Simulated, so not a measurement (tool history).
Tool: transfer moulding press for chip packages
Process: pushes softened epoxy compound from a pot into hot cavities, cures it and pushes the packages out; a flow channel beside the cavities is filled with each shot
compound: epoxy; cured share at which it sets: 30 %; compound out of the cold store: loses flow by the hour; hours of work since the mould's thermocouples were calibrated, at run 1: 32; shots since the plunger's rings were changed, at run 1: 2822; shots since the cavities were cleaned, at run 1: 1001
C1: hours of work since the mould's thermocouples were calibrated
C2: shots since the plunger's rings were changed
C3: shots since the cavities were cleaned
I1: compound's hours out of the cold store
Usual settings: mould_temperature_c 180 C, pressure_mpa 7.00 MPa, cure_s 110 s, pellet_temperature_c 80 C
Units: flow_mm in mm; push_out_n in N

{"run": 1, "hour": 0.0, "mould_temperature_c": 180, "pressure_mpa": 7.0, "cure_s": 110, "pellet_temperature_c": 80, "C1": 32, "C2": 2822, "C3": 1001, "I1": 23.0, "flow_mm": 752, "push_out_n": 395}
{"hour": 4.0, "done": "cavities cleaned with cleaning compound and waxed"}
{"run": 2, "hour": 34.1, "mould_temperature_c": 180, "pressure_mpa": 7.0, "cure_s": 110, "pellet_temperature_c": 80, "C1": 54, "C2": 3201, "C3": 349, "I1": 15.0, "flow_mm": 794, "push_out_n": 468}
{"hour": 67.4, "done": "plunger's sealing rings changed"}
{"run": 3, "hour": 77.5, "mould_temperature_c": 177, "pressure_mpa": 7.0, "cure_s": 110, "pellet_temperature_c": 80, "C1": 81, "C2": 117, "C3": 823, "I1": 22.4, "flow_mm": 784, "push_out_n": 530}
{"hour": 97.8, "done": "cavities cleaned with cleaning compound and waxed"}
{"run": 4, "hour": 102.6, "mould_temperature_c": 177, "pressure_mpa": 7.0, "cure_s": 110, "pellet_temperature_c": 80, "C1": 96, "C2": 390, "C3": 55, "I1": 46.6, "flow_mm": 646, "push_out_n": 317}
{"run": 5, "hour": 122.3, "mould_temperature_c": 177, "pressure_mpa": 7.0, "cure_s": 110, "pellet_temperature_c": 80, "C1": 109, "C2": 619, "C3": 284, "I1": 33.7, "flow_mm": 717, "push_out_n": 361}
{"hour": 132.2, "done": "cavities cleaned with cleaning compound and waxed, once more"}
{"run": 6, "hour": 149.8, "mould_temperature_c": 177, "pressure_mpa": 7.0, "cure_s": 110, "pellet_temperature_c": 80, "C1": 126, "C2": 920, "C3": 203, "I1": 13.3, "flow_mm": 832, "push_out_n": 357}
{"run": 7, "hour": 175.6, "mould_temperature_c": 180, "pressure_mpa": 8.41, "cure_s": 110, "pellet_temperature_c": 80, "C1": 143, "C2": 1220, "C3": 503, "I1": 23.7, "flow_mm": 833, "push_out_n": 365}
{"run": 8, "hour": 197.5, "mould_temperature_c": 180, "pressure_mpa": 8.41, "cure_s": 110, "pellet_temperature_c": 80, "C1": 158, "C2": 1474, "C3": 757, "I1": 47.1, "flow_mm": 695, "push_out_n": 374}
{"hour": 225.8, "done": "cavities cleaned with cleaning compound and waxed"}
{"run": 9, "hour": 230.1, "mould_temperature_c": 180, "pressure_mpa": 5.8, "cure_s": 110, "pellet_temperature_c": 80, "C1": 178, "C2": 1835, "C3": 50, "I1": 15.2, "flow_mm": 736, "push_out_n": 296}

The next listed run, before its measurement:
{"run": 10, "hour": 269.5, "mould_temperature_c": 180, "pressure_mpa": 5.8, "cure_s": 110, "pellet_temperature_c": 80, "C1": 204, "C2": 2291, "C3": 506, "I1": 32.5, "flow_mm": "?", "push_out_n": "?"}

{"run 10": {"flow_mm": 637, "push_out_n": 341}}
Without the tool's hidden state the same run would have given flow_mm 665 mm, push_out_n 264 N.
